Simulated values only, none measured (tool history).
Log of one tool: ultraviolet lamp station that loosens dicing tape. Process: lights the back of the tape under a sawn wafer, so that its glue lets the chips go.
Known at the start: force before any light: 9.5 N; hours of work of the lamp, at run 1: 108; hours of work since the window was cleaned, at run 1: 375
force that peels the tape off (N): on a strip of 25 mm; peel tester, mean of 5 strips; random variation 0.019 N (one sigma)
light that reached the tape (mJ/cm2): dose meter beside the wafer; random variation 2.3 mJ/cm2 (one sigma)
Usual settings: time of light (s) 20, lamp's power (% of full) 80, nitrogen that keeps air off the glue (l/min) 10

run	hour	time of light (s)	lamp's power (% of full)	nitrogen that keeps air off the glue (l/min)	hours of work of the lamp	hours of work since the window was cleaned	force that peels the tape off (N)	light that reached the tape (mJ/cm2)
1	0.0	20	80	10	108	375	1.123	224
2	8.6	20	80	10	114	381	1.047	220
3	15.1	20	80	10	118	385	1.113	225
4	19.1	20	80	10	120	388	1.094	222
5	27.3	20	80	10	126	393	1.146	222
6	32.5	20	93	10	129	397	0.830	253
7	39.3	20	80	13	133	401	0.972	221
# hour 40.5: window cleaned of glue's vapour
8	45.2	17	80	10	137	3	1.580	180
9	49.5	17	80	10	140	6	1.597	184
# hour 57.6: window cleaned of glue's vapour, once more
10	59.0	20	91	10	146	1	0.749	264
11	63.5	12	66	10	149	4	3.041	116
12	68.7	12	66	10	152	7	3.041	116
13	75.9	12	78	9	157	12	2.523	135
14	80.2	20	85	7	159	15	1.130	244
15	84.8	20	85	7	162	18	1.159	247
16	94.0	34	62	3	168	24	1.505	305
17	102.1	19	62	3	174	29	3.129	168
18	107.8	19	62	3	177	33	3.190	169
19	115.3	19	62	3	182	37	3.337	170
20	124.3	19	62	3	188	43	3.303	169

Forecast each of these 5 alternatives for the next run:
A	128.4	39	73	17	191	46	?	?
B	128.4	19	88	3	191	46	?	?
C	128.4	20	82	10	191	46	?	?
D	128.4	22	63	3	191	46	?	?
E	128.4	19	62	14	191	46	?	?

run	force that peels the tape off (N)	light that reached the tape (mJ/cm2)
A	0.226	408
B	2.158	241
C	0.954	234
D	2.757	197
E	1.502	167
Without the tool's hidden state the same runs would have given:
run	force that peels the tape off (N)	light that reached the tape (mJ/cm2)
A	0.212	429
B	2.007	253
C	0.861	246
D	2.594	207
E	1.375	176
